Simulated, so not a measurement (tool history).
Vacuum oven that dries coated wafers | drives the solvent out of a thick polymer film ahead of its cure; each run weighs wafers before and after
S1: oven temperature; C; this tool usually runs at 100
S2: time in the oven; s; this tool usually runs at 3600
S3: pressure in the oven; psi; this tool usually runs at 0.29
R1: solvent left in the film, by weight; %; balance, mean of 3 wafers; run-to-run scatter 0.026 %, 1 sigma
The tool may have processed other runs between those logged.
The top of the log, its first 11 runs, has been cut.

{"run": 12, "hour": 844.2, "S1": 100, "S2": 3360, "S3": 0.29, "R1": 2.27}
{"run": 13, "hour": 934.0, "S1": 100, "S2": 3600, "S3": 0.307, "R1": 2.05}
{"run": 14, "hour": 1028.0, "S1": 100, "S2": 3600, "S3": 0.29, "R1": 2}
{"run": 15, "hour": 1089.9, "S1": 100, "S2": 3600, "S3": 0.833, "R1": 3.25}
{"run": 16, "hour": 1138.1, "S1": 100, "S2": 3600, "S3": 0.624, "R1": 2.75}
{"run": 17, "hour": 1243.3, "S1": 100, "S2": 3600, "S3": 0.624, "R1": 2.72}
{"run": 18, "hour": 1322.8, "S1": 100, "S2": 3600, "S3": 0.624, "R1": 2.71}
{"hour": 1404.1, "done": "oven's thermocouples calibrated"}
{"run": 19, "hour": 1404.1, "S1": 100, "S2": 3600, "S3": 0.624, "R1": 2.81}
{"run": 20, "hour": 1496.6, "S1": 100, "S2": 3600, "S3": 0.624, "R1": 2.81}
{"run": 21, "hour": 1545.9, "S1": 100, "S2": 3600, "S3": 0.193, "R1": 1.89}
{"run": 22, "hour": 1610.6, "S1": 100, "S2": 3600, "S3": 0.193, "R1": 1.89}
{"run": 23, "hour": 1692.9, "S1": 100, "S2": 3600, "S3": 0.193, "R1": 1.83}
{"run": 24, "hour": 1804.7, "S1": 96, "S2": 2280, "S3": 1.018, "R1": 6.74}

Estimate the outcome of run 25 from the log above:
{"run": 25, "hour": 1895.7, "S1": 95, "S2": 2700, "S3": 0.512, "R1": "?"}

R1: 5.17 %
Were there no unlogged condition in the tool, this run, its random variation unchanged, would have produced R1 5.03 %.
